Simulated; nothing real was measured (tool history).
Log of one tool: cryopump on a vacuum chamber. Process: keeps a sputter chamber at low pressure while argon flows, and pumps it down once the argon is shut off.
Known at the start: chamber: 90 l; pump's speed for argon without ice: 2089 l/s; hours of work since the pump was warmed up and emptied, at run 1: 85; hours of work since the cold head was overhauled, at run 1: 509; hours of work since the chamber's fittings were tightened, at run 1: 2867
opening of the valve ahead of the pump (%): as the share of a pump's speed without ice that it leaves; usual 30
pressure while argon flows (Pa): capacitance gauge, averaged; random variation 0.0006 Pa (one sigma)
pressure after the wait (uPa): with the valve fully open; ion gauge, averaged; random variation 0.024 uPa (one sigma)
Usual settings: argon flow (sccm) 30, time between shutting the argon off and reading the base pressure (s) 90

| run | day | argon flow (sccm) | time between shutting the argon off and reading the base pressure (s) | opening of the valve ahead of the pump (%) | hours of work since the pump was warmed up and emptied | hours of work since the cold head was overhauled | hours of work since the chamber's fittings were tightened | pressure while argon flows (Pa) | pressure after the wait (uPa) |
|---|---|---|---|---|---|---|---|---|---|
| 1 | 0 | 30 | 90 | 30 | 85 | 509 | 2867 | 0.083 | 1.63 |
|  | 0.8 | leaking fittings of the chamber tightened, without venting |
| 2 | 0.933 | 31 | 90 | 30 | 94 | 519 | 2 | 0.0859 | 0.9 |
| 3 | 2.004 | 30 | 90 | 30 | 107 | 531 | 14 | 0.0826 | 0.9 |
| 4 | 2.996 | 30 | 90 | 30 | 118 | 542 | 25 | 0.0844 | 0.91 |
| 5 | 4.458 | 30 | 28 | 30 | 134 | 559 | 42 | 0.084 | 2.45 |
| 6 | 5.617 | 30 | 28 | 30 | 148 | 572 | 55 | 0.0848 | 2.58 |
| 7 | 7.075 | 30 | 28 | 30 | 164 | 589 | 71 | 0.0847 | 2.54 |
| 8 | 8.262 | 30 | 28 | 30 | 178 | 602 | 85 | 0.0846 | 2.48 |
| 9 | 9.046 | 30 | 28 | 30 | 187 | 611 | 94 | 0.085 | 2.48 |
| 10 | 9.979 | 30 | 28 | 30 | 197 | 622 | 104 | 0.0859 | 2.56 |
| 11 | 10.9 | 30 | 90 | 30 | 208 | 632 | 115 | 0.0864 | 0.96 |
| 12 | 11.838 | 30 | 90 | 30 | 218 | 643 | 125 | 0.0868 | 0.93 |
| 13 | 12.938 | 30 | 168 | 30 | 231 | 655 | 138 | 0.0875 | 0.62 |
| 14 | 13.704 | 30 | 168 | 30 | 239 | 664 | 147 | 0.0874 | 0.61 |
| 15 | 15.229 | 30 | 90 | 56 | 257 | 681 | 164 | 0.0502 | 0.99 |
| 16 | 16.471 | 30 | 90 | 56 | 271 | 695 | 178 | 0.0493 | 0.97 |
| 17 | 17.954 | 30 | 90 | 30 | 288 | 712 | 195 | 0.0872 | 1 |
| 18 | 18.971 | 30 | 82 | 34 | 299 | 724 | 206 | 0.08 | 1.02 |
| 19 | 20.608 | 30 | 90 | 23 | 318 | 742 | 225 | 0.1153 | 1.04 |
| 20 | 21.796 | 39 | 84 | 16 | 331 | 756 | 238 | 0.2114 | 1.06 |
| 21 | 22.858 | 39 | 84 | 16 | 343 | 768 | 250 | 0.2084 | 1.07 |
| 22 | 23.529 | 39 | 84 | 16 | 351 | 775 | 258 | 0.2114 | 1.05 |
| 23 | 24.246 | 25 | 170 | 47 | 359 | 784 | 266 | 0.0521 | 0.72 |
| 24 | 25.4 | 25 | 77 | 24 | 372 | 797 | 279 | 0.0939 | 1.18 |
| 25 | 26.429 | 24 | 83 | 34 | 384 | 808 | 291 | 0.0667 | 1.11 |
| 26 | 27.633 | 22 | 83 | 34 | 398 | 822 | 305 | 0.0615 | 1.17 |
|  | 28.308 | pump warmed up, emptied and cooled again |
| 27 | 29.379 | 22 | 83 | 34 | 12 | 840 | 322 | 0.0526 | 1.01 |
| 28 | 30.804 | 33 | 83 | 33 | 28 | 856 | 338 | 0.0824 | 1.03 |
| 29 | 32.4 | 30 | 24 | 35 | 46 | 874 | 356 | 0.0708 | 3 |
| 30 | 33.275 | 30 | 38 | 58 | 56 | 884 | 366 | 0.0435 | 2 |
| 31 | 34.029 | 30 | 38 | 58 | 65 | 892 | 375 | 0.0451 | 1.95 |
| 32 | 35.367 | 17 | 107 | 30 | 80 | 908 | 390 | 0.0461 | 0.89 |
| 33 | 36.125 | 12 | 153 | 38 | 89 | 916 | 399 | 0.0263 | 0.65 |

Some steps in pressure while argon flows (Pa) between neighbouring runs. How much of each would the tool show without its hidden state too (settings, what came in, random variation), and how much is left for the hidden state, with any gauge scatter that isn't in both results?
The hidden state here: pump's speed, % of a pump's without ice; cold plate's temperature, K; leak into the chamber, uPa l/s; drift of the gauge itself on working_pa, %; drift of the gauge itself on base_upa, %.
Run 19 -> 20: argon flow (sccm) 30 -> 39, time between shutting the argon off and reading the base pressure (s) 90 -> 84, opening of the valve ahead of the pump (%) 23 -> 16. pressure while argon flows (Pa) +0.0961: hidden state +0.0033, all else +0.0928.
Run 22 -> 23: argon flow (sccm) 39 -> 25, time between shutting the argon off and reading the base pressure (s) 84 -> 170, opening of the valve ahead of the pump (%) 16 -> 47. pressure while argon flows (Pa) -0.1593: hidden state -0.0045, all else -0.1548.
Run 23 -> 24: time between shutting the argon off and reading the base pressure (s) 170 -> 77, opening of the valve ahead of the pump (%) 47 -> 24. pressure while argon flows (Pa) +0.0418: hidden state +0.0005, all else +0.0413.
Run 26 -> 27: pump warmed up, emptied and cooled again. pressure while argon flows (Pa) -0.0089: hidden state -0.0085, all else -0.0004.
